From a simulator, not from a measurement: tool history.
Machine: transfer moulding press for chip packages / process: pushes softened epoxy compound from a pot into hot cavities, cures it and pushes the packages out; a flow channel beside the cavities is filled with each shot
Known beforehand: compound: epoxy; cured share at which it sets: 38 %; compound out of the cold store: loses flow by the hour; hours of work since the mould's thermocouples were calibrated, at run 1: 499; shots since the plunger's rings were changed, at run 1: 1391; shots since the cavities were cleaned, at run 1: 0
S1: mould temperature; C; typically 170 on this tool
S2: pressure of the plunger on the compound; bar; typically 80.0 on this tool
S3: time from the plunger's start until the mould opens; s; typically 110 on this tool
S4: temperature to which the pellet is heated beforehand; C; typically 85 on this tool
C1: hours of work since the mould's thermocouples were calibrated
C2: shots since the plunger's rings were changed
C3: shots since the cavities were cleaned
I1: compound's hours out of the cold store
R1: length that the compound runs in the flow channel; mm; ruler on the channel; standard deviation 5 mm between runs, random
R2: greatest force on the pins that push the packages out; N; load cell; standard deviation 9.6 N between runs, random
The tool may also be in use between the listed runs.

Run 1, hour 0.0: usual settings; C1 499; C2 1391; C3 0; I1 19.4. Result: R1 580 mm, R2 453 N.
Run 2, hour 18.4: usual settings; C1 511; C2 1604; C3 213; I1 31.8. Result: R1 536 mm, R2 561 N.
Run 3, hour 37.3: usual settings; C1 524; C2 1824; C3 433; I1 39.6. Result: R1 519 mm, R2 647 N.
Run 4, hour 52.9: usual settings; C1 535; C2 2004; C3 613; I1 34.5. Result: R1 543 mm, R2 683 N.
At hour 78.3: cavities cleaned with cleaning compound and waxed.
Run 5, hour 78.7: usual settings but S1 177 C; C1 551; C2 2286; C3 6; I1 10.0. Result: R1 592 mm, R2 409 N.
Run 6, hour 102.4: usual settings but S1 177 C, S3 150 s; C1 567; C2 2559; C3 279; I1 14.5. Result: R1 571 mm, R2 494 N.
Run 7, hour 116.6: usual settings but S1 173 C; C1 576; C2 2724; C3 444; I1 12.1. Result: R1 585 mm, R2 586 N.
Run 8, hour 140.6: usual settings but S3 97 s; C1 593; C2 3003; C3 723; I1 21.2. Result: R1 559 mm, R2 886 N.
At hour 156.1: cavities cleaned with cleaning compound and waxed.
Run 9, hour 159.8: usual settings but S3 97 s; C1 605; C2 3208; C3 44; I1 28.2. Result: R1 541 mm, R2 591 N.
At hour 184.4: plunger's sealing rings changed.
Run 10, hour 186.5: usual settings but S3 97 s; C1 621; C2 24; C3 324; I1 37.7. Result: R1 541 mm, R2 708 N.
Run 11, hour 210.8: usual settings but S3 97 s; C1 637; C2 305; C3 605; I1 47.3. Result: R1 516 mm, R2 767 N.
Run 12, hour 232.7: usual settings but S3 97 s; C1 652; C2 559; C3 859; I1 25.1. Result: R1 582 mm, R2 871 N.
At hour 236.2: cavities cleaned with cleaning compound and waxed.
Run 13, hour 251.0: usual settings but S3 139 s; C1 663; C2 753; C3 171; I1 22.0. Result: R1 581 mm, R2 480 N.
Run 14, hour 267.3: usual settings but S1 173 C, S2 62.9 bar, S3 122 s, S4 86 C; C1 674; C2 943; C3 361; I1 12.6. Result: R1 540 mm, R2 554 N.
Run 15, hour 282.5: usual settings but S1 165 C, S2 93.2 bar; C1 685; C2 1119; C3 537; I1 20.9. Result: R1 649 mm, R2 983 N.
Run 16, hour 305.6: usual settings but S1 165 C, S2 93.2 bar; C1 700; C2 1386; C3 804; I1 45.6. Result: R1 559 mm, R2 966 N.
At hour 313.8: cavities cleaned with cleaning compound and waxed.
Run 17, hour 327.7: usual settings but S1 165 C, S2 93.2 bar; C1 714; C2 1624; C3 161; I1 30.3. Result: R1 600 mm, R2 794 N.
Run 18, hour 346.5: usual settings but S2 81.5 bar; C1 727; C2 1843; C3 380; I1 12.0. Result: R1 607 mm, R2 695 N.
Run 19, hour 368.4: usual settings but S4 89 C; C1 741; C2 2096; C3 633; I1 27.3. Result: R1 552 mm, R2 712 N.
At hour 392.0: cavities cleaned with cleaning compound and waxed.
Run 20, hour 392.0: usual settings but S4 89 C; C1 756; C2 2352; C3 0; I1 9.0. Result: R1 604 mm, R2 470 N.
Run 21, hour 407.6: usual settings but S3 111 s; C1 767; C2 2533; C3 181; I1 10.3. Result: R1 605 mm, R2 592 N.
Run 22, hour 418.9: usual settings but S3 109 s; C1 774; C2 2664; C3 312; I1 30.9. Result: R1 537 mm, R2 626 N.
Run 23, hour 440.1: usual settings but S2 84.0 bar, S3 117 s, S4 80 C; C1 789; C2 2909; C3 557; I1 16.5. Result: R1 600 mm, R2 664 N.
Run 24, hour 450.3: usual settings but S1 174 C; C1 796; C2 3028; C3 676; I1 26.6. Result: R1 534 mm, R2 622 N.
At hour 456.2: mould's thermocouples calibrated.
At hour 472.9: cavities cleaned with cleaning compound and waxed.
Run 25, hour 476.0: usual settings but S1 165 C, S3 101 s, S4 76 C; C1 12; C2 3285; C3 37; I1 37.2. Result: R1 512 mm, R2 721 N.

Forecast each of these 4 alternatives for the next run:
At hour 494.3: plunger's sealing rings changed.
Run A, hour 501.1: usual settings but S1 165 C, S2 79.8 bar, S3 114 s, S4 81 C; C1 28; C2 78; C3 298; I1 40.2. Result: R1 ?, R2 ?.
At hour 494.3: plunger's sealing rings changed.
Run B, hour 501.1: usual settings but S1 165 C, S2 85.0 bar, S4 90 C; C1 28; C2 78; C3 298; I1 12.1. Result: R1 ?, R2 ?.
At hour 494.3: plunger's sealing rings changed.
Run C, hour 501.1: usual settings but S1 166 C, S3 127 s, S4 76 C; C1 28; C2 78; C3 298; I1 13.5. Result: R1 ?, R2 ?.
At hour 494.3: plunger's sealing rings changed.
Run D, hour 501.1: usual settings but S1 162 C, S3 101 s, S4 92 C; C1 28; C2 78; C3 298; I1 21.7. Result: R1 ?, R2 ?.

run   R1    R2
  A  546   715
  B  654   850
  C  634   633
  D  611  1206
With the hidden condition removed and each run's random variation left untouched, the same runs would have given:
run   R1   R2
  A  547  540
  B  655  643
  C  635  478
  D  613  912
